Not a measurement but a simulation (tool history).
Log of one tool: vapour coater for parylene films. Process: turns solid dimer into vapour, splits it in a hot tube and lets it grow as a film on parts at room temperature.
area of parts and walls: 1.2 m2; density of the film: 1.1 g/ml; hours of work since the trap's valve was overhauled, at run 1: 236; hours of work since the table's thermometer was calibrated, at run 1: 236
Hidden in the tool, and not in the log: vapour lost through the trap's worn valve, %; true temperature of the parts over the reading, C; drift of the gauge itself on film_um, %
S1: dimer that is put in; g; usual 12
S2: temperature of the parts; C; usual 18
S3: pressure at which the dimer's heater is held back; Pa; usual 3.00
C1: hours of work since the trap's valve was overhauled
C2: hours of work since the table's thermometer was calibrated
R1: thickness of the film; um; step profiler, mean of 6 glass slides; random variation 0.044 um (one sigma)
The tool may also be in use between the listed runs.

run	hour	S1	S2	S3	C1	C2	R1
1	0.0	12	18	3.00	236	236	7.57
2	49.8	10	18	3.00	268	268	6.39
3	83.7	10	18	3.00	290	290	6.33
4	118.7	10	18	3.00	313	313	6.32
5	140.0	10	18	3.00	326	326	6.35
6	169.7	10	18	3.00	346	346	6.32
7	191.2	12	18	3.00	359	359	7.58
8	222.9	12	20	3.00	380	380	7.26
9	248.3	12	20	3.00	396	396	7.22
10	294.8	12	18	2.66	426	426	7.62
11	325.8	12	18	3.00	447	447	7.47
12	352.2	12	18	3.00	464	464	7.45
# hour 398.2: trap's valve overhauled
13	402.1	12	18	3.00	3	493	7.11
14	450.3	12	18	3.00	34	524	7.22
15	486.3	12	18	3.00	57	548	7.13
16	529.1	12	18	7.72	85	575	5.76
17	560.4	12	18	7.72	105	596	5.80
18	594.7	12	18	7.72	127	618	5.77
19	624.3	12	18	7.72	146	637	5.78
# hour 661.9: trap's valve overhauled, once more
20	677.3	12	18	7.72	10	669	6.36
21	712.5	12	18	7.72	33	691	6.33
22	752.4	12	18	7.20	59	717	6.42
23	779.5	12	18	7.20	76	735	6.41
24	818.6	12	18	7.20	101	760	6.45
25	860.6	12	18	7.20	128	787	6.38
26	883.4	11	18	5.75	143	802	6.07
27	913.5	11	18	5.75	163	821	6.11
28	946.2	18	24	6.52	184	843	8.69
29	977.0	18	24	6.52	204	862	8.76
30	1024.8	9	18	2.02	235	893	6.14
31	1057.3	22	18	8.32	256	914	11.27
32	1100.1	6	25	9.97	283	942	2.58
33	1128.3	6	25	9.97	302	960	2.60
34	1171.5	12	25	7.85	330	988	5.42
35	1197.0	12	26	3.00	346	1005	6.52
36	1237.2	6	18	3.05	372	1031	3.71
37	1287.2	22	18	5.79	404	1063	11.79
38	1327.0	15	20	3.17	430	1089	8.87
39	1376.1	15	20	3.17	462	1121	8.75
# hour 1425.0: trap's valve overhauled
40	1425.0	13	14	3.00	0	1150	9.12
41	1447.9	12	18	2.31	15	1164	8.23
42	1473.6	6	13	3.00	31	1181	4.25
43	1501.5	13	12	2.17	49	1199	9.59
44	1543.7	13	12	2.17	77	1226	9.65
45	1564.8	13	16	3.92	90	1240	8.19
46	1601.5	20	16	4.56	114	1264	12.16
47	1647.3	20	16	4.56	144	1293	12.11

Forecast each of these 4 alternatives for the next run:
A	1686.4	6	19	2.88	169	1319	?
B	1686.4	6	18	9.95	169	1319	?
C	1686.4	6	16	4.91	169	1319	?
D	1686.4	20	24	4.56	169	1319	?

run	R1
A	3.83
B	2.96
C	3.54
D	10.46
Without the tool's hidden state the same runs would have given:
run	R1
A	3.95
B	3.05
C	3.65
D	10.78
